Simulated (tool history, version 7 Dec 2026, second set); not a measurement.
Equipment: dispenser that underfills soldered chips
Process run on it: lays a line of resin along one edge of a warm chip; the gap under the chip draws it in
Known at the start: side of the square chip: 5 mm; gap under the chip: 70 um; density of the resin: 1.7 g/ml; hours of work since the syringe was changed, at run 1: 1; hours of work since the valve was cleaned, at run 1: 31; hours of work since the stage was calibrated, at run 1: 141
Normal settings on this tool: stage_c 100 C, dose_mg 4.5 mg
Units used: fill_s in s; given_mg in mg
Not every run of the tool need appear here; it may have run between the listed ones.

run	day	stage_c	dose_mg	hours of work since the syringe was changed	hours of work since the valve was cleaned	hours of work since the stage was calibrated	fill_s	given_mg
1	0	100	4.5	1	31	141	9.1	4.4
# day 0.304: new syringe of resin
2	0.304	100	4.14	0	35	146	9	4.06
3	0.55	110	4.5	4	39	149	7.9	4.35
# day 0.683: new syringe of resin
4	0.717	110	4.5	1	41	152	6.9	4.36
5	0.896	110	4.5	3	44	154	7.6	4.29
# day 1.046: new syringe of resin
6	1.133	110	4.5	1	47	158	7.3	4.43
7	1.367	110	4.5	5	51	162	8.3	4.31
# day 1.417: new syringe of resin
8	1.504	110	4.5	1	53	164	7.2	4.34
9	1.65	100	4.5	4	55	166	10.3	4.37
# day 1.796: new syringe of resin
10	1.904	100	4.69	2	59	170	9.5	4.49
# day 2.158: new syringe of resin
11	2.192	105	4.69	0	63	174	7.8	4.53
12	2.396	105	4.69	4	67	177	9	4.51
# day 2.533: new syringe of resin
13	2.558	105	4.69	0	69	179	8	4.43
14	2.783	100	4.5	4	72	183	10.8	4.24
# day 2.896: new syringe of resin
15	2.95	100	4.69	1	75	185	9	4.46
16	3.142	100	4.5	4	78	188	10.4	4.24
# day 3.271: new syringe of resin
17	3.404	100	4.5	2	82	192	9.9	4.23
18	3.617	100	4.5	5	85	195	11	4.2
# day 3.65: new syringe of resin
19	3.867	91	4.6	3	88	199	13.3	4.31
# day 4.012: new syringe of resin
20	4.096	103	4.4	1	92	202	8.6	4.11
21	4.35	93	4.03	5	96	206	13.4	3.79
# day 4.392: new syringe of resin
22	4.521	89	4.21	2	98	209	13.2	3.92
# day 4.762: new syringe of resin
23	4.825	89	4.21	1	103	213	12.6	3.9
24	5.058	89	5.31	5	106	217	14.6	4.91
# day 5.138: new syringe of resin
25	5.208	92	5.31	1	108	219	11.2	4.92
26	5.45	90	4.27	5	112	223	14.8	3.96
# day 5.504: new syringe of resin
27	5.608	86	4.42	2	114	225	14.5	4.1
# day 5.875: new syringe of resin
28	5.892	99	5.3	0	119	229	9.3	4.83
29	6.171	99	5.3	5	123	234	11.1	4.85
# day 6.242: new syringe of resin
30	6.379	104	5.3	2	126	237	8.3	4.81
31	6.504	104	5.3	4	128	238	8.9	4.89
# day 6.612: new syringe of resin
32	6.779	107	4.3	3	132	243	8.3	3.88
33	6.917	109	4.5	5	134	245	8.4	4.06
# day 6.983: new syringe of resin
34	7.188	100	4.14	3	138	249	10.5	3.72
# day 7.358: new syringe of resin
35	7.412	108	5.68	1	142	252	7.2	5.16
# day 7.538: dispensing valve cleaned and set on the balance
36	7.588	100	4.16	3	1	254	10.3	4.18

Per-run results on a tool with no hidden state, each run keeping its own random variation:
Hidden conditions of the tool in this case: resin's viscosity, % of fresh resin's; dose that the valve gives, % of what is set; true chip temperature over the reading, C; drift of the gauge itself on fill_s, %; drift of the gauge itself on given_mg, %.
run	fill_s	given_mg
1	9	4.49
2	9.2	4.16
3	7	4.48
4	6.7	4.5
5	6.6	4.43
6	7	4.58
7	6.8	4.48
8	7	4.51
9	9.1	4.55
10	8.9	4.69
11	7.8	4.74
12	7.9	4.73
13	7.9	4.66
14	9.2	4.47
15	8.8	4.71
16	8.9	4.49
17	9.2	4.49
18	8.9	4.47
19	11.7	4.6
20	8.3	4.4
21	10.9	4.07
22	12.2	4.21
23	12.1	4.2
24	12.3	5.31
25	11	5.33
26	12.3	4.3
27	13.7	4.46
28	9.2	5.28
29	9.2	5.31
30	7.7	5.28
31	7.7	5.37
32	7.5	4.28
33	7	4.49
34	9.3	4.13
35	7.1	5.73
36	9.4	4.18
